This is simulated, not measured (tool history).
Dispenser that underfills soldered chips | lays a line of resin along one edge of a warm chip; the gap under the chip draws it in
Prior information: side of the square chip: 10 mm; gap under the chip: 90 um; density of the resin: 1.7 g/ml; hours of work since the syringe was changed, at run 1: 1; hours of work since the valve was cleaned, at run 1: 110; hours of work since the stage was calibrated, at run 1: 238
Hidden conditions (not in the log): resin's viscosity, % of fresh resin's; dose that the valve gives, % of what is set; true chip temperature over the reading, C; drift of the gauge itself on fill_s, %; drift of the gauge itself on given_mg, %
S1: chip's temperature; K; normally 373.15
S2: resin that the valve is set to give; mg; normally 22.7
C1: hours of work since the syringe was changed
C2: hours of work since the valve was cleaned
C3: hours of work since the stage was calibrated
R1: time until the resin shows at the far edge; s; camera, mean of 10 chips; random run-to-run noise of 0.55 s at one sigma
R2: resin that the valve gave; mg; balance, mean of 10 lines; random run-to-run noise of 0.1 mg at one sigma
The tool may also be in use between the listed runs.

run     day      S1    S2  C1   C2   C3    R1     R2
  1   0.000  373.15  22.7   1  110  238  46.1  20.68
      0.304  -- new syringe of resin
  2   0.592  373.15  22.7   5  121  249  69.8  20.26
      0.658  -- new syringe of resin
      1.017  -- new syringe of resin
  3   1.033  373.15  22.7   0  129  257  45.2  20.13
      1.250  -- dispensing valve cleaned and set on the balance
      1.417  -- new syringe of resin
  4   1.650  373.15  22.7   4    7  268  60.3  22.77
      1.800  -- new syringe of resin
      2.167  -- new syringe of resin
  5   2.171  374.15  22.7   0   17  277  41.5  22.29
  6   2.467  374.15  22.7   6   22  283  66.2  22.10
      2.533  -- new syringe of resin
  7   2.783  373.15  23.6   5   28  289  64.2  23.00
      2.900  -- new syringe of resin
  8   3.175  373.15  25.7   5   35  296  62.8  24.72
      3.262  -- new syringe of resin
      3.633  -- new syringe of resin
  9   3.817  373.15  21.0   3   47  308  58.1  20.18
      4.004  -- new syringe of resin
 10   4.283  373.15  21.0   5   56  316  68.3  20.12
      4.354  -- new syringe of resin
 11   4.667  373.15  21.0   6   63  323  71.9  19.88
      4.721  -- new syringe of resin
 12   4.929  373.15  21.0   4   68  328  60.8  19.88
      5.096  -- new syringe of resin
 13   5.425  373.15  23.5   6   77  337  72.6  21.89
      5.492  -- new syringe of resin
      5.850  -- new syringe of resin
 14   5.950  373.15  23.5   2   86  347  49.4  21.61
      6.225  -- new syringe of resin
 15   6.521  373.15  23.5   6   97  357  67.0  21.52
      6.579  -- new syringe of resin
 16   6.904  373.15  28.6   6  104  365  68.4  26.12
      6.946  -- new syringe of resin
 17   7.225  385.15  27.8   5  110  370  45.5  25.18
      7.300  -- new syringe of resin
      7.654  -- new syringe of resin
 18   7.821  385.15  27.8   3  121  381  37.2  24.96
      8.012  -- new syringe of resin
 19   8.196  367.15  22.7   3  127  388  67.9  20.32
      8.396  -- new syringe of resin
      8.542  -- dispensing valve cleaned and set on the balance
      8.796  -- new syringe of resin
 20   8.829  379.15  22.5   1    5  399  35.8  22.44
      9.142  -- new syringe of resin
 21   9.196  383.15  23.4   1   12  406  33.5  23.24
      9.496  -- new syringe of resin
 22   9.725  383.15  23.4   4   22  415  42.7  22.95
      9.842  -- new syringe of resin
 23  10.125  364.15  24.4   5   29  423  83.0  23.71
     10.204  -- new syringe of resin
     10.567  -- new syringe of resin
 24  10.733  361.15  26.4   3   40  434  77.8  25.46
     10.946  -- new syringe of resin
     11.292  -- new syringe of resin
 25  11.338  386.15  19.5   1   51  445  31.0  18.61
     11.683  -- new syringe of resin
 26  11.871  374.15  28.0   4   61  455  53.7  26.58
     12.058  -- new syringe of resin
 27  12.217  384.15  24.3   3   68  461  36.2  22.82
     12.408  -- new syringe of resin
 28  12.692  376.15  28.6   5   76  470  55.3  26.66
     12.750  -- new syringe of resin
     13.092  -- new syringe of resin
 29  13.092  381.15  27.7   0   83  477  32.1  25.47
 30  13.400  380.15  28.1   6   89  483  52.6  26.02
     13.442  -- new syringe of resin
     13.783  -- new syringe of resin
 31  13.783  387.15  27.9   0   96  490  25.7  25.71
     14.171  -- new syringe of resin
 32  14.308  387.15  27.9   3  106  499  32.2  25.21

Each row is a separate what-if for the run after 32, all from the same tool condition, not one after another. Results?
     14.525  -- new syringe of resin
  A  14.642  387.15  19.4   2  112  506   ?   ?
     14.525  -- new syringe of resin
  B  14.642  378.15  27.9   2  112  506   ?   ?
     14.525  -- new syringe of resin
  C  14.642  366.15  22.1   2  112  506   ?   ?
     14.525  -- new syringe of resin
  D  14.642  362.15  22.3   2  112  506   ?   ?
     14.525  -- new syringe of resin
  E  14.642  360.15  27.9   2  112  506   ?   ?

run    R1     R2
  A  34.2  17.58
  B  41.6  24.85
  C  62.6  19.84
  D  72.0  20.18
  E  72.5  25.05
Take away the tool's hidden state, keep each run's random variation, and the runs would have read:
run    R1     R2
  A  30.8  19.52
  B  38.9  27.63
  C  57.9  22.06
  D  66.9  22.42
  E  68.6  27.83
